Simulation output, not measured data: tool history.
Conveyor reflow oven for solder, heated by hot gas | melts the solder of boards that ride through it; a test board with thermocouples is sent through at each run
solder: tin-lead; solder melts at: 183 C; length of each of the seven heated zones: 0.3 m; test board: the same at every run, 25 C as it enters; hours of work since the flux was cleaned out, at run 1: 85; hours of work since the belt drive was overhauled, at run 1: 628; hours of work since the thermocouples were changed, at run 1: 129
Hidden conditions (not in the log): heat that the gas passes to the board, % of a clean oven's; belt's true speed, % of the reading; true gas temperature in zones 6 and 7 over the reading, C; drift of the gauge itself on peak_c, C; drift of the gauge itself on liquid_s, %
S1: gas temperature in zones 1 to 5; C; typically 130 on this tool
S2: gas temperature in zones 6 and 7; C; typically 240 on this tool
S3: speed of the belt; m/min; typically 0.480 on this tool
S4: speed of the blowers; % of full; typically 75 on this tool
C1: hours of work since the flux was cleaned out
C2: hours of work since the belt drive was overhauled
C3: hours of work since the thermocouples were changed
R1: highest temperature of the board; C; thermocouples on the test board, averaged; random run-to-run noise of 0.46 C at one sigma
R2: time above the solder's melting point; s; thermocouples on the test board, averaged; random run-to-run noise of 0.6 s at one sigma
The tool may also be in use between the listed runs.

run 1 hour=0.0 | S1=130 S2=240 S3=0.480 S4=75 | C1=85 C2=628 C3=129 | R1=220.7 R2=57.0
run 2 hour=12.0 | S1=130 S2=240 S3=0.480 S4=75 | C1=95 C2=638 C3=138 | R1=221.0 R2=56.4
run 3 hour=26.3 | S1=130 S2=240 S3=0.480 S4=75 | C1=106 C2=649 C3=149 | R1=220.4 R2=56.2
run 4 hour=43.2 | S1=130 S2=240 S3=0.480 S4=75 | C1=119 C2=662 C3=162 | R1=220.0 R2=56.4
run 5 hour=59.6 | S1=122 S2=240 S3=0.480 S4=75 | C1=132 C2=674 C3=175 | R1=219.0 R2=54.4
run 6 hour=74.7 | S1=122 S2=240 S3=0.480 S4=86 | C1=143 C2=686 C3=187 | R1=220.2 R2=54.9
run 7 hour=82.5 | S1=122 S2=240 S3=0.480 S4=86 | C1=149 C2=692 C3=193 | R1=220.2 R2=54.7
run 8 hour=99.4 | S1=122 S2=240 S3=0.480 S4=86 | C1=162 C2=705 C3=206 | R1=220.4 R2=54.3
run 9 hour=114.2 | S1=122 S2=240 S3=0.480 S4=86 | C1=174 C2=717 C3=217 | R1=219.9 R2=53.5
run 10 hour=130.3 | S1=122 S2=240 S3=0.480 S4=86 | C1=186 C2=729 C3=230 | R1=219.6 R2=54.7
-- hour=135.4 belt drive overhauled, speed set with a stopwatch
run 11 hour=150.0 | S1=130 S2=240 S3=0.480 S4=68 | C1=199 C2=11 C3=242 | R1=219.5 R2=55.9
run 12 hour=165.8 | S1=130 S2=252 S3=0.480 S4=75 | C1=211 C2=24 C3=254 | R1=229.4 R2=63.7
run 13 hour=173.7 | S1=130 S2=249 S3=0.480 S4=75 | C1=217 C2=30 C3=260 | R1=227.3 R2=63.5
run 14 hour=183.5 | S1=130 S2=249 S3=0.480 S4=75 | C1=225 C2=37 C3=268 | R1=227.0 R2=64.4
run 15 hour=199.9 | S1=130 S2=234 S3=0.480 S4=75 | C1=237 C2=50 C3=280 | R1=214.7 R2=53.0
run 16 hour=211.3 | S1=130 S2=240 S3=0.423 S4=75 | C1=246 C2=59 C3=289 | R1=224.4 R2=69.0
-- hour=216.5 belt drive overhauled, speed set with a stopwatch, once more
run 17 hour=225.6 | S1=144 S2=234 S3=0.423 S4=69 | C1=254 C2=7 C3=297 | R1=217.8 R2=67.1
run 18 hour=241.2 | S1=144 S2=234 S3=0.423 S4=69 | C1=266 C2=19 C3=309 | R1=218.5 R2=67.6
run 19 hour=250.1 | S1=115 S2=251 S3=0.560 S4=60 | C1=273 C2=26 C3=316 | R1=212.4 R2=36.6
run 20 hour=262.2 | S1=126 S2=239 S3=0.438 S4=61 | C1=282 C2=35 C3=326 | R1=216.9 R2=55.5
run 21 hour=273.0 | S1=137 S2=241 S3=0.382 S4=75 | C1=291 C2=44 C3=334 | R1=227.0 R2=79.1
run 22 hour=285.3 | S1=120 S2=234 S3=0.511 S4=61 | C1=300 C2=53 C3=344 | R1=204.9 R2=34.4
run 23 hour=302.1 | S1=134 S2=232 S3=0.441 S4=50 | C1=313 C2=66 C3=357 | R1=209.4 R2=50.7
run 24 hour=312.0 | S1=129 S2=240 S3=0.516 S4=58 | C1=321 C2=74 C3=364 | R1=209.9 R2=41.2
run 25 hour=324.1 | S1=129 S2=240 S3=0.516 S4=58 | C1=330 C2=83 C3=374 | R1=208.7 R2=40.9
run 26 hour=334.7 | S1=130 S2=246 S3=0.440 S4=63 | C1=339 C2=92 C3=382 | R1=223.1 R2=62.4
run 27 hour=351.0 | S1=130 S2=246 S3=0.440 S4=63 | C1=351 C2=104 C3=395 | R1=223.2 R2=61.4
run 28 hour=367.7 | S1=140 S2=253 S3=0.480 S4=75 | C1=364 C2=117 C3=408 | R1=229.4 R2=63.7
run 29 hour=378.8 | S1=116 S2=253 S3=0.449 S4=75 | C1=373 C2=126 C3=416 | R1=227.6 R2=59.8
run 30 hour=395.2 | S1=116 S2=253 S3=0.449 S4=75 | C1=386 C2=139 C3=429 | R1=227.3 R2=59.8
run 31 hour=410.7 | S1=116 S2=253 S3=0.449 S4=75 | C1=398 C2=151 C3=441 | R1=227.4 R2=58.9

Hidden state at the last listed run before each entry between runs and at the first one after, where it differs:
Run 10 -> run 11: belt drive overhauled, speed set with a stopwatch (hour 135.4)
  heat that the gas passes to the board, % of a clean oven's: 92.9 -> 92.4; belt's true speed, % of the reading: 97.77 -> 96.43; true gas temperature in zones 6 and 7 over the reading, C: -0.47 -> -0.49
  measured value less the no-hidden-state value, R1: -2.0 -> -1.4 C; R2: -0.4 -> +0.9 s
Run 16 -> run 17: belt drive overhauled, speed set with a stopwatch, once more (hour 216.5)
  heat that the gas passes to the board, % of a clean oven's: 90.7 -> 90.4; belt's true speed, % of the reading: 96.29 -> 100.03; true gas temperature in zones 6 and 7 over the reading, C: -0.55 -> -0.56
  measured value less the no-hidden-state value, R1: -1.7 -> -2.6 C; R2: +1.1 -> -2.5 s

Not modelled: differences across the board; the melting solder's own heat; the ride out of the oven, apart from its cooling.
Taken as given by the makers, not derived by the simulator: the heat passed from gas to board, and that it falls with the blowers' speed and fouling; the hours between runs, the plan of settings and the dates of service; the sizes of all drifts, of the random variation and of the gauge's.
